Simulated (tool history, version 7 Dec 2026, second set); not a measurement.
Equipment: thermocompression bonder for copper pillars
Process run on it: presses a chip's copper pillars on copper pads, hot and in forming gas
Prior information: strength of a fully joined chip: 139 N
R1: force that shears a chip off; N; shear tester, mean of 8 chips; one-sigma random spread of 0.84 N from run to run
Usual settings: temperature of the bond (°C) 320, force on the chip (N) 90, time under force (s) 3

{"run": 1, "hour": 0.0, "temperature of the bond (°C)": 320, "force on the chip (N)": 90, "time under force (s)": 3, "R1": 102.2}
{"run": 2, "hour": 54.4, "temperature of the bond (°C)": 320, "force on the chip (N)": 90, "time under force (s)": 3, "R1": 100.6}
{"hour": 60.8, "done": "forming gas filter changed"}
{"run": 3, "hour": 89.8, "temperature of the bond (°C)": 320, "force on the chip (N)": 90, "time under force (s)": 3, "R1": 104.6}
{"run": 4, "hour": 158.0, "temperature of the bond (°C)": 320, "force on the chip (N)": 90, "time under force (s)": 8, "R1": 125.2}
{"run": 5, "hour": 231.5, "temperature of the bond (°C)": 334, "force on the chip (N)": 90, "time under force (s)": 8, "R1": 127.1}
{"run": 6, "hour": 304.1, "temperature of the bond (°C)": 320, "force on the chip (N)": 90, "time under force (s)": 3, "R1": 102.8}
{"run": 7, "hour": 359.8, "temperature of the bond (°C)": 320, "force on the chip (N)": 90, "time under force (s)": 3, "R1": 102.8}
{"run": 8, "hour": 428.2, "temperature of the bond (°C)": 320, "force on the chip (N)": 90, "time under force (s)": 3, "R1": 100.8}
{"hour": 492.3, "done": "forming gas filter changed"}
{"run": 9, "hour": 494.5, "temperature of the bond (°C)": 320, "force on the chip (N)": 90, "time under force (s)": 7, "R1": 122.9}
{"run": 10, "hour": 547.5, "temperature of the bond (°C)": 320, "force on the chip (N)": 115, "time under force (s)": 3, "R1": 113.6}
{"hour": 552.8, "done": "force cell calibrated"}
{"hour": 614.4, "done": "heater calibrated with a thermocouple chip"}
{"run": 11, "hour": 623.1, "temperature of the bond (°C)": 320, "force on the chip (N)": 115, "time under force (s)": 3, "R1": 107.3}
{"run": 12, "hour": 671.5, "temperature of the bond (°C)": 320, "force on the chip (N)": 115, "time under force (s)": 3, "R1": 107.4}
{"run": 13, "hour": 736.6, "temperature of the bond (°C)": 320, "force on the chip (N)": 90, "time under force (s)": 3, "R1": 96.4}
{"run": 14, "hour": 797.9, "temperature of the bond (°C)": 320, "force on the chip (N)": 90, "time under force (s)": 3, "R1": 95.2}
{"hour": 835.1, "done": "force cell calibrated, once more"}
{"run": 15, "hour": 858.0, "temperature of the bond (°C)": 320, "force on the chip (N)": 90, "time under force (s)": 4, "R1": 104.4}
{"hour": 925.4, "done": "forming gas filter changed"}
{"run": 16, "hour": 933.5, "temperature of the bond (°C)": 320, "force on the chip (N)": 90, "time under force (s)": 3, "R1": 102.6}
{"run": 17, "hour": 973.3, "temperature of the bond (°C)": 320, "force on the chip (N)": 90, "time under force (s)": 3, "R1": 101.5}
{"run": 18, "hour": 1035.5, "temperature of the bond (°C)": 319, "force on the chip (N)": 74, "time under force (s)": 4, "R1": 100.5}
{"run": 19, "hour": 1087.7, "temperature of the bond (°C)": 325, "force on the chip (N)": 78, "time under force (s)": 8, "R1": 118.2}
{"run": 20, "hour": 1148.2, "temperature of the bond (°C)": 320, "force on the chip (N)": 58, "time under force (s)": 9, "R1": 107.5}
{"run": 21, "hour": 1189.7, "temperature of the bond (°C)": 320, "force on the chip (N)": 58, "time under force (s)": 9, "R1": 106.8}
{"run": 22, "hour": 1230.5, "temperature of the bond (°C)": 340, "force on the chip (N)": 83, "time under force (s)": 9, "R1": 126.4}
{"run": 23, "hour": 1289.5, "temperature of the bond (°C)": 342, "force on the chip (N)": 122, "time under force (s)": 2, "R1": 114.1}
{"hour": 1357.7, "done": "forming gas filter changed"}
{"run": 24, "hour": 1359.2, "temperature of the bond (°C)": 342, "force on the chip (N)": 122, "time under force (s)": 2, "R1": 119.4}
{"run": 25, "hour": 1417.4, "temperature of the bond (°C)": 311, "force on the chip (N)": 55, "time under force (s)": 2, "R1": 65.1}
{"run": 26, "hour": 1484.0, "temperature of the bond (°C)": 311, "force on the chip (N)": 55, "time under force (s)": 2, "R1": 64}
{"run": 27, "hour": 1554.7, "temperature of the bond (°C)": 311, "force on the chip (N)": 55, "time under force (s)": 2, "R1": 64.7}
{"run": 28, "hour": 1613.7, "temperature of the bond (°C)": 302, "force on the chip (N)": 74, "time under force (s)": 3, "R1": 80.5}
{"run": 29, "hour": 1664.8, "temperature of the bond (°C)": 338, "force on the chip (N)": 71, "time under force (s)": 4, "R1": 106.1}
{"run": 30, "hour": 1695.4, "temperature of the bond (°C)": 338, "force on the chip (N)": 71, "time under force (s)": 4, "R1": 106.1}

5 options for the next run, each taken on its own from the tool as it stands now. Forecast them:
{"run": "A", "hour": 1731.3, "temperature of the bond (°C)": 338, "force on the chip (N)": 55, "time under force (s)": 4, "R1": "?"}
{"run": "B", "hour": 1731.3, "temperature of the bond (°C)": 332, "force on the chip (N)": 64, "time under force (s)": 2, "R1": "?"}
{"run": "C", "hour": 1731.3, "temperature of the bond (°C)": 326, "force on the chip (N)": 55, "time under force (s)": 2, "R1": "?"}
{"run": "D", "hour": 1731.3, "temperature of the bond (°C)": 338, "force on the chip (N)": 71, "time under force (s)": 3, "R1": "?"}
{"run": "E", "hour": 1731.3, "temperature of the bond (°C)": 318, "force on the chip (N)": 79, "time under force (s)": 2, "R1": "?"}

run=A R1=96.9
run=B R1=81.6
run=C R1=72.4
run=D R1=100.7
run=E R1=82.5
With no hidden state in the tool, these same runs would have given:
run=A R1=98.4
run=B R1=82.5
run=C R1=72.8
run=D R1=102.5
run=E R1=83.1
